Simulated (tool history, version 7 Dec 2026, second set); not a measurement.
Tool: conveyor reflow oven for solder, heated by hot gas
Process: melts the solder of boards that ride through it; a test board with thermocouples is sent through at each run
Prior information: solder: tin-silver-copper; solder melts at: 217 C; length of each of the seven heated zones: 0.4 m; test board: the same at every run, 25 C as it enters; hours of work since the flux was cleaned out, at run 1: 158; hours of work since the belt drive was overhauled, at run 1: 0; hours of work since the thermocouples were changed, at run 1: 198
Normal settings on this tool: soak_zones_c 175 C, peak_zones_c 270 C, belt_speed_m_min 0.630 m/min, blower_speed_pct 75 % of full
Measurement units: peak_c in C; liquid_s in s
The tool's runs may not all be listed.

| run | hour | soak_zones_c | peak_zones_c | belt_speed_m_min | blower_speed_pct | hours of work since the flux was cleaned out | hours of work since the belt drive was overhauled | hours of work since the thermocouples were changed | peak_c | liquid_s |
|---|---|---|---|---|---|---|---|---|---|---|
| 1 | 0.0 | 175 | 270 | 0.630 | 75 | 158 | 0 | 198 | 258.7 | 62.81 |
| 2 | 5.0 | 174 | 270 | 0.630 | 75 | 161 | 3 | 201 | 258.6 | 62.32 |
| 3 | 13.2 | 175 | 284 | 0.630 | 75 | 166 | 8 | 206 | 271.7 | 68.75 |
| 4 | 19.3 | 175 | 284 | 0.630 | 75 | 170 | 12 | 209 | 271.7 | 68.85 |
| 5 | 27.9 | 175 | 270 | 0.630 | 75 | 175 | 17 | 215 | 259.1 | 62.89 |
|  | 41.8 | flux residue cleaned out of gas plates and filters |
| 6 | 43.9 | 176 | 270 | 0.630 | 75 | 1 | 24 | 221 | 258.2 | 62.83 |
| 7 | 54.2 | 176 | 270 | 0.630 | 75 | 7 | 30 | 227 | 258.5 | 62.81 |
|  | 68.7 | flux residue cleaned out of gas plates and filters, once more |
| 8 | 69.8 | 176 | 270 | 0.630 | 75 | 1 | 36 | 234 | 259.4 | 63.55 |
| 9 | 80.1 | 176 | 270 | 0.630 | 75 | 7 | 43 | 240 | 259.4 | 63.48 |
| 10 | 91.6 | 175 | 270 | 0.581 | 63 | 14 | 50 | 247 | 259.5 | 68.92 |
| 11 | 101.5 | 175 | 270 | 0.581 | 63 | 20 | 56 | 253 | 259.7 | 68.87 |
| 12 | 109.4 | 175 | 270 | 0.581 | 63 | 25 | 60 | 258 | 259.6 | 68.98 |
| 13 | 115.8 | 175 | 268 | 0.744 | 64 | 28 | 64 | 262 | 250.9 | 47.57 |
| 14 | 122.5 | 173 | 270 | 0.630 | 82 | 32 | 68 | 266 | 259.9 | 62.93 |
| 15 | 129.6 | 168 | 270 | 0.630 | 75 | 37 | 72 | 270 | 258.3 | 60.28 |
| 16 | 138.6 | 168 | 270 | 0.630 | 75 | 42 | 78 | 275 | 258.1 | 60.41 |
| 17 | 148.4 | 168 | 270 | 0.630 | 75 | 48 | 84 | 281 | 258.1 | 60.27 |

Below are 3 alternative next runs, each starting from the tool's condition after run 17. Predict each:
| A | 157.0 | 168 | 273 | 0.534 | 76 | 53 | 89 | 286 | ? | ? |
| B | 157.0 | 183 | 270 | 0.630 | 75 | 53 | 89 | 286 | ? | ? |
| C | 157.0 | 178 | 269 | 0.630 | 75 | 53 | 89 | 286 | ? | ? |

| run | peak_c | liquid_s |
|---|---|---|
| A | 264.9 | 76.64 |
| B | 259.8 | 66.33 |
| C | 258.4 | 63.85 |
With no hidden state in the tool, these same runs would have given:
| run | peak_c | liquid_s |
|---|---|---|
| A | 265.4 | 76.74 |
| B | 260.3 | 66.44 |
| C | 258.8 | 64.00 |
